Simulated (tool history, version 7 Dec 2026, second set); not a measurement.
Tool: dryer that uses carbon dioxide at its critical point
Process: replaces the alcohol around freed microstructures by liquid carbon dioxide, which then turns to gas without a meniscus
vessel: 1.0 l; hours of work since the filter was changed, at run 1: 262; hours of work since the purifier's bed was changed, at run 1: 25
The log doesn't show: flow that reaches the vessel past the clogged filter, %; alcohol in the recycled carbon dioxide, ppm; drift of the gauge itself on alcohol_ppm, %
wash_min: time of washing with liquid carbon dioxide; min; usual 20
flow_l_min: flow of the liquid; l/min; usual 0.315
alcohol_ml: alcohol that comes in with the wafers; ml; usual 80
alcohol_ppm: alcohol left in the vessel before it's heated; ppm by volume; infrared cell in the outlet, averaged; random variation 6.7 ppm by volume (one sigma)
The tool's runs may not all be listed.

| run | hour | wash_min | flow_l_min | alcohol_ml | hours of work since the filter was changed | hours of work since the purifier's bed was changed | alcohol_ppm |
|---|---|---|---|---|---|---|---|
| 1 | 0.0 | 20 | 0.315 | 80 | 262 | 25 | 653 |
| 2 | 13.7 | 20 | 0.509 | 80 | 266 | 29 | 54 |
| 3 | 43.2 | 15 | 0.315 | 80 | 275 | 38 | 2188 |
| 4 | 57.3 | 22 | 0.315 | 80 | 279 | 42 | 427 |
| 5 | 79.9 | 20 | 0.392 | 80 | 286 | 49 | 247 |
| 6 | 94.6 | 20 | 0.315 | 80 | 291 | 54 | 730 |
| 7 | 110.5 | 20 | 0.315 | 80 | 296 | 58 | 717 |
| 8 | 135.4 | 22 | 0.324 | 25 | 303 | 66 | 160 |
| 9 | 152.7 | 22 | 0.324 | 25 | 309 | 71 | 164 |
| 10 | 182.7 | 23 | 0.324 | 71 | 318 | 80 | 335 |
|  | 187.5 | inlet filter changed |
| 11 | 213.5 | 29 | 0.315 | 65 | 8 | 90 | 69 |

Forecast each of these 3 alternatives for the next run:
| A | 238.1 | 15 | 0.200 | 119 | 15 | 97 | ? |
| B | 238.1 | 27 | 0.499 | 100 | 15 | 97 | ? |
| C | 238.1 | 24 | 0.491 | 66 | 15 | 97 | ? |

| run | alcohol_ppm |
|---|---|
| A | 7948 |
| B | 54 |
| C | 58 |
Without the tool's hidden state the same runs would have given:
| run | alcohol_ppm |
|---|---|
| A | 7713 |
| B | 5 |
| C | 9 |
